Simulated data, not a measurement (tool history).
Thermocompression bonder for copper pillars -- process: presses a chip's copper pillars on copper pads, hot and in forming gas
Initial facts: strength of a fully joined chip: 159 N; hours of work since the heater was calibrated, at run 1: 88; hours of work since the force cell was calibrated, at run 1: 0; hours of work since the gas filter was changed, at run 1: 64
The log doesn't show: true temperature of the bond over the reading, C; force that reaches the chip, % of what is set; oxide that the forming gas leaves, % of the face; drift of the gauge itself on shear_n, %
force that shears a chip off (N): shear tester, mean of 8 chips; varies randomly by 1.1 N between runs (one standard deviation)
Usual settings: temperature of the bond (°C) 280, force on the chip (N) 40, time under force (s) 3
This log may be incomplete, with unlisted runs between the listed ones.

run   hour  temperature of the bond (°C)  force on the chip (N)  time under force (s)  hours of work since the heater was calibrated  hours of work since the force cell was calibrated  hours of work since the gas filter was changed  force that shears a chip off (N)
  1      0                           280                     40                     3                                             88                                                  0                                              64                             112.9
  2   17.5                           280                     40                     3                                             95                                                  7                                              71                             114.8
  3   41.7                           280                     40                     3                                            105                                                 17                                              81                             113.6
  4   73.9                           294                     40                     3                                            118                                                 30                                              94                             118.8
  5  110.4                           294                     40                     3                                            133                                                 45                                             109                             119.6
  6  131.9                           294                     40                     3                                            142                                                 54                                             117                             122.2
  7  153.6                           294                     40                     3                                            150                                                 63                                             126                               119
  8  177.7                           275                     40                     6                                            160                                                 72                                             136                             125.7
  9  211.2                           275                     40                     6                                            174                                                 86                                             149                             124.3
 10  229.9                           280                     43                     3                                            181                                                 94                                             157                             112.9
 11  267.8                           280                     43                     7                                            197                                                109                                             172                             132.3
 12  291.2                           299                     24                     7                                            206                                                118                                             182                             126.3
 13    324                           280                     55                     2                                            219                                                132                                             195                             108.9
 14  351.1                           280                     53                     3                                            230                                                143                                             206                             114.8

What if the next run were any one of these 3? Each begins from the tool's condition after run 14:
  A  378.5                           280                     41                     3                                            242                                                154                                             217                                 ?
  B  378.5                           303                     42                     5                                            242                                                154                                             217                                 ?
  C  378.5                           280                     50                     2                                            242                                                154                                             217                                 ?

run  force that shears a chip off (N)
  A                             107.5
  B                             134.4
  C                             105.4
Had the tool no hidden state, the same runs would have come out as:
run  force that shears a chip off (N)
  A                             115.9
  B                             143.5
  C                             113.7

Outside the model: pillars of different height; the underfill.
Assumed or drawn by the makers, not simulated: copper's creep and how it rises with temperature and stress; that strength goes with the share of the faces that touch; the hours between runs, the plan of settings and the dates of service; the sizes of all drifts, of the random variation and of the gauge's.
